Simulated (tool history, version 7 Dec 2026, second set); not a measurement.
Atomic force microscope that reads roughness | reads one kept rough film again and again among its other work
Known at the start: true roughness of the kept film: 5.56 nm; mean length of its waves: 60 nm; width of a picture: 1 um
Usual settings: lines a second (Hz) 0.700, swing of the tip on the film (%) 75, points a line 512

run,hour,lines a second (Hz),swing of the tip on the film (%),points a line,roughness of the kept film (nm (root mean square))
1,0.0,0.700,75,512,4.776
2,35.4,0.700,75,512,4.626
# hour 43.8: new tip fitted
3,97.9,0.700,75,865,5.045
4,135.5,0.700,75,865,4.864
5,210.2,0.700,75,512,4.641
# hour 216.3: new tip fitted
6,288.4,0.700,75,399,4.918
7,327.3,0.700,88,512,4.726
8,369.2,0.700,62,512,4.704
# hour 388.1: new tip fitted
9,416.1,0.944,75,512,5.032
10,462.7,0.944,75,512,4.863
11,543.2,0.700,75,512,4.649
# hour 558.0: new tip fitted
12,625.7,0.700,75,512,4.912
13,686.8,0.700,75,512,4.742
14,725.5,0.700,75,1022,4.652
# hour 730.6: new tip fitted
15,769.1,0.700,75,1022,4.993
16,809.7,0.700,75,512,4.880
17,854.6,0.700,75,701,4.692
18,889.2,0.700,75,512,4.649
# hour 899.7: new tip fitted
19,936.1,0.700,75,512,5.030
20,997.3,0.700,75,512,4.841
21,1066.1,0.700,75,512,4.637
# hour 1072.5: new tip fitted
22,1145.7,0.700,75,512,4.925
23,1230.5,1.307,75,512,4.582
# hour 1242.4: new tip fitted
24,1273.5,3.005,75,512,4.798
25,1316.9,3.005,75,512,4.616
26,1395.7,3.005,75,512,4.386
# hour 1415.7: new tip fitted
27,1432.1,3.005,75,512,4.804
28,1470.8,2.582,75,308,4.726
29,1552.8,2.582,75,308,4.464
# hour 1589.3: new tip fitted
30,1606.9,1.461,63,851,5.079
31,1680.6,1.461,63,851,4.849
# hour 1714.1: height scale calibrated on a step standard
32,1728.1,0.582,68,457,4.797
# hour 1761.7: new tip fitted
33,1783.4,0.588,87,872,5.046
34,1857.8,0.588,87,872,4.837
35,1907.2,0.588,87,872,4.644
# hour 1931.0: new tip fitted
36,1962.7,1.190,83,446,4.953
37,2043.2,1.190,78,414,4.711
38,2088.8,0.700,75,271,4.653
# hour 2103.7: new tip fitted
39,2149.3,0.691,73,697,5.028
40,2200.4,0.691,73,697,4.916
# hour 2276.3: new tip fitted
41,2276.3,0.584,75,512,5.188
42,2361.5,1.664,70,693,4.832
43,2432.0,0.700,75,337,4.668
# hour 2449.1: new tip fitted
44,2469.0,1.229,75,519,5.045
45,2504.5,3.426,67,611,4.838
46,2550.6,3.122,61,512,4.745
47,2593.7,3.122,61,512,4.608
# hour 2619.9: new tip fitted
48,2646.4,0.790,57,512,5.166
49,2731.8,2.577,80,292,4.489
50,2769.7,2.577,80,292,4.357
# hour 2791.5: new tip fitted
51,2854.3,2.577,80,292,4.691

Forecast each of these 3 alternatives for the next run:
A,2913.1,3.337,59,439,?
B,2913.1,3.401,80,292,?
C,2913.1,2.160,75,540,?

run,roughness of the kept film (nm (root mean square))
A,4.721
B,4.304
C,4.639
Without the tool's hidden state the same runs would have given:
run,roughness of the kept film (nm (root mean square))
A,5.152
B,4.698
C,5.063
